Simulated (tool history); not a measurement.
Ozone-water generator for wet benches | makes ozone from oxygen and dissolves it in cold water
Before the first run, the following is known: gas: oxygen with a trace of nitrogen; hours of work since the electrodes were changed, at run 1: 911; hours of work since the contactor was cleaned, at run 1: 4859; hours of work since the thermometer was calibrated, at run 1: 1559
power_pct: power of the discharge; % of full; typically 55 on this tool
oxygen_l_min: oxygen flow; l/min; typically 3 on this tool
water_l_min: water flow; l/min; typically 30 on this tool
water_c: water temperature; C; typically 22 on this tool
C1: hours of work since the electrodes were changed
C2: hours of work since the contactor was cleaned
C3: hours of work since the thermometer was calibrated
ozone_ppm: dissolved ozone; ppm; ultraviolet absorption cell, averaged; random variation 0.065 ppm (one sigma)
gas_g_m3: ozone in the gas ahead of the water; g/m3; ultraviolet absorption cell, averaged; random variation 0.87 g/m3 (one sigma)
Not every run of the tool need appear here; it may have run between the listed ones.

run 1 day=0 | power_pct=55 oxygen_l_min=3 water_l_min=30 water_c=22 | C1=911 C2=4859 C3=1559 | ozone_ppm=6.37 gas_g_m3=140.4
run 2 day=3.154 | power_pct=55 oxygen_l_min=3 water_l_min=30 water_c=22 | C1=967 C2=4916 C3=1616 | ozone_ppm=6.39 gas_g_m3=140
run 3 day=8.521 | power_pct=55 oxygen_l_min=3 water_l_min=30 water_c=22 | C1=1064 C2=5013 C3=1712 | ozone_ppm=6.31 gas_g_m3=138.6
run 4 day=11.408 | power_pct=55 oxygen_l_min=3 water_l_min=30 water_c=22 | C1=1116 C2=5064 C3=1764 | ozone_ppm=6.35 gas_g_m3=141
run 5 day=17.142 | power_pct=45 oxygen_l_min=3 water_l_min=30 water_c=22 | C1=1219 C2=5167 C3=1867 | ozone_ppm=5.28 gas_g_m3=115.4
run 6 day=19.775 | power_pct=45 oxygen_l_min=3 water_l_min=30 water_c=22 | C1=1266 C2=5215 C3=1915 | ozone_ppm=5.29 gas_g_m3=115.2
run 7 day=23.296 | power_pct=49 oxygen_l_min=3 water_l_min=30 water_c=22 | C1=1329 C2=5278 C3=1978 | ozone_ppm=5.72 gas_g_m3=125.4
run 8 day=26.088 | power_pct=49 oxygen_l_min=3 water_l_min=30 water_c=22 | C1=1379 C2=5328 C3=2028 | ozone_ppm=5.67 gas_g_m3=124.6
run 9 day=28.796 | power_pct=49 oxygen_l_min=3 water_l_min=30 water_c=22 | C1=1428 C2=5377 C3=2077 | ozone_ppm=5.77 gas_g_m3=125.3
run 10 day=34.083 | power_pct=88 oxygen_l_min=3 water_l_min=30 water_c=22 | C1=1523 C2=5472 C3=2172 | ozone_ppm=9.62 gas_g_m3=212.2
run 11 day=39.742 | power_pct=55 oxygen_l_min=3 water_l_min=32 water_c=22 | C1=1625 C2=5573 C3=2273 | ozone_ppm=5.87 gas_g_m3=138.2
run 12 day=42.083 | power_pct=55 oxygen_l_min=3 water_l_min=32 water_c=22 | C1=1667 C2=5616 C3=2315 | ozone_ppm=5.82 gas_g_m3=138.5
run 13 day=46.812 | power_pct=55 oxygen_l_min=3 water_l_min=30 water_c=22 | C1=1752 C2=5701 C3=2400 | ozone_ppm=6.31 gas_g_m3=137.3
run 14 day=50.725 | power_pct=55 oxygen_l_min=3 water_l_min=19 water_c=22 | C1=1822 C2=5771 C3=2471 | ozone_ppm=10.24 gas_g_m3=136.7
run 15 day=54.904 | power_pct=55 oxygen_l_min=3 water_l_min=30 water_c=19 | C1=1897 C2=5846 C3=2546 | ozone_ppm=6.35 gas_g_m3=137
run 16 day=57.642 | power_pct=98 oxygen_l_min=3 water_l_min=18 water_c=29 | C1=1946 C2=5895 C3=2595 | ozone_ppm=16.57 gas_g_m3=229.4
run 17 day=62 | power_pct=67 oxygen_l_min=3 water_l_min=30 water_c=14 | C1=2024 C2=5973 C3=2673 | ozone_ppm=7.75 gas_g_m3=164.2
run 18 day=65.738 | power_pct=67 oxygen_l_min=3 water_l_min=30 water_c=14 | C1=2092 C2=6041 C3=2740 | ozone_ppm=7.86 gas_g_m3=160.3
run 19 day=69.996 | power_pct=94 oxygen_l_min=3 water_l_min=30 water_c=19 | C1=2168 C2=6117 C3=2817 | ozone_ppm=10.29 gas_g_m3=219.6
run 20 day=74.267 | power_pct=55 oxygen_l_min=3 water_l_min=34 water_c=22 | C1=2245 C2=6194 C3=2894 | ozone_ppm=5.17 gas_g_m3=136.9
run 21 day=78.767 | power_pct=55 oxygen_l_min=3 water_l_min=36 water_c=22 | C1=2326 C2=6275 C3=2974 | ozone_ppm=4.97 gas_g_m3=137
run 22 day=84.308 | power_pct=55 oxygen_l_min=3 water_l_min=36 water_c=22 | C1=2425 C2=6374 C3=3074 | ozone_ppm=5.06 gas_g_m3=136.3
run 23 day=89.612 | power_pct=55 oxygen_l_min=3 water_l_min=36 water_c=22 | C1=2521 C2=6469 C3=3169 | ozone_ppm=5 gas_g_m3=134.4
run 24 day=93.517 | power_pct=55 oxygen_l_min=3 water_l_min=36 water_c=22 | C1=2591 C2=6540 C3=3239 | ozone_ppm=4.88 gas_g_m3=134.9
run 25 day=97.758 | power_pct=55 oxygen_l_min=3.99 water_l_min=30 water_c=18 | C1=2667 C2=6616 C3=3316 | ozone_ppm=6.84 gas_g_m3=120.4
run 26 day=100.688 | power_pct=57 oxygen_l_min=3 water_l_min=30 water_c=19 | C1=2720 C2=6669 C3=3368 | ozone_ppm=6.47 gas_g_m3=139.7
run 27 day=105.454 | power_pct=57 oxygen_l_min=3 water_l_min=30 water_c=19 | C1=2805 C2=6754 C3=3454 | ozone_ppm=6.43 gas_g_m3=140

4 options for the next run, each taken on its own from the tool as it stands now. Forecast them:
run A day=109.767 | power_pct=57 oxygen_l_min=2.92 water_l_min=46 water_c=19 | C1=2883 C2=6832 C3=3531 | ozone_ppm=? gas_g_m3=?
run B day=109.767 | power_pct=55 oxygen_l_min=1.96 water_l_min=47 water_c=25 | C1=2883 C2=6832 C3=3531 | ozone_ppm=? gas_g_m3=?
run C day=109.767 | power_pct=55 oxygen_l_min=3 water_l_min=27 water_c=15 | C1=2883 C2=6832 C3=3531 | ozone_ppm=? gas_g_m3=?
run D day=109.767 | power_pct=82 oxygen_l_min=3.53 water_l_min=22 water_c=19 | C1=2883 C2=6832 C3=3531 | ozone_ppm=? gas_g_m3=?

run=A ozone_ppm=3.5 gas_g_m3=139.9
run=B ozone_ppm=2.69 gas_g_m3=159.1
run=C ozone_ppm=7.24 gas_g_m3=134.4
run=D ozone_ppm=13.16 gas_g_m3=177.5
Had the tool no hidden state, the same runs would have come out as:
run=A ozone_ppm=3.89 gas_g_m3=148.9
run=B ozone_ppm=2.98 gas_g_m3=168.9
run=C ozone_ppm=7.94 gas_g_m3=142.8
run=D ozone_ppm=14.79 gas_g_m3=193.9
